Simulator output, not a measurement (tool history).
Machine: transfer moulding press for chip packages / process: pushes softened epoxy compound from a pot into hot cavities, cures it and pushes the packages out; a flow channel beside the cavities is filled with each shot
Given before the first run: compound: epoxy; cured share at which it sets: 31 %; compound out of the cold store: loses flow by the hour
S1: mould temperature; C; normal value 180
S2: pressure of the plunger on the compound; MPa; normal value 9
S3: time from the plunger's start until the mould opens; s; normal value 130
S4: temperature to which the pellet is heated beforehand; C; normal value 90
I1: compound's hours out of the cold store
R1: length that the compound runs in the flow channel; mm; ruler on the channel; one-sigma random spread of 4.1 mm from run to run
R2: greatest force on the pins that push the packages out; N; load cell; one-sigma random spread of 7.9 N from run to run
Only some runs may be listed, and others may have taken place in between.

Run 1, hour 0: usual settings; I1 14.1. Result: R1 956 mm, R2 354 N.
Run 2, hour 7.1: usual settings but S2 9.61 MPa; I1 17.7. Result: R1 966 mm, R2 338 N.
Run 3, hour 17.6: usual settings but S2 9.61 MPa; I1 28.8. Result: R1 896 mm, R2 348 N.
Run 4, hour 25.2: usual settings but S2 9.61 MPa; I1 43.8. Result: R1 806 mm, R2 323 N.
Run 5, hour 31.8: usual settings but S1 183 C; I1 22.7. Result: R1 897 mm, R2 308 N.
Run 6, hour 40.8: usual settings but S1 183 C; I1 12.2. Result: R1 954 mm, R2 320 N.
Run 7, hour 47.4: usual settings but S1 183 C; I1 41.3. Result: R1 790 mm, R2 305 N.
Run 8, hour 52.2: usual settings but S1 183 C; I1 30. Result: R1 847 mm, R2 293 N.
At hour 55.7: cavities cleaned with cleaning compound and waxed.
Run 9, hour 62.6: usual settings; I1 46.5. Result: R1 774 mm, R2 322 N.
Run 10, hour 73.4: usual settings; I1 35.5. Result: R1 820 mm, R2 350 N.
Run 11, hour 81.7: usual settings; I1 46.2. Result: R1 776 mm, R2 315 N.
Run 12, hour 88.1: usual settings but S4 88 C; I1 34.5. Result: R1 829 mm, R2 330 N.
Run 13, hour 95.6: usual settings but S1 185 C, S4 94 C; I1 33. Result: R1 823 mm, R2 291 N.
Run 14, hour 105.5: usual settings but S1 185 C, S4 94 C; I1 42.5. Result: R1 777 mm, R2 277 N.
Run 15, hour 114.2: usual settings but S1 185 C, S2 9.25 MPa, S4 94 C; I1 15.2. Result: R1 943 mm, R2 281 N.
Run 16, hour 119.9: usual settings but S1 185 C, S2 9.25 MPa, S4 94 C; I1 42.1. Result: R1 784 mm, R2 293 N.
Run 17, hour 128.8: usual settings but S1 185 C, S2 9.25 MPa, S4 94 C; I1 18.4. Result: R1 919 mm, R2 291 N.
Run 18, hour 137.9: usual settings but S1 185 C, S2 8.76 MPa, S3 162 s, S4 94 C; I1 32.8. Result: R1 812 mm, R2 252 N.
Run 19, hour 144.5: usual settings but S1 181 C, S2 8.76 MPa, S3 135 s, S4 80 C; I1 39.5. Result: R1 796 mm, R2 317 N.
At hour 146.8: cavities cleaned with cleaning compound and waxed.
Run 20, hour 153.9: usual settings but S1 181 C, S2 8.76 MPa, S3 135 s, S4 80 C; I1 24. Result: R1 877 mm, R2 314 N.

Run 21 has not been measured yet. What should we expect?
Run 21, hour 161.5: usual settings but S1 172 C, S2 8.84 MPa, S3 135 s, S4 87 C; I1 16. Result: R1 ?, R2 ?.

R1: 983 mm
R2: 597 N
With no hidden state in the tool, this same run would have given R1 985 mm, R2 596 N.
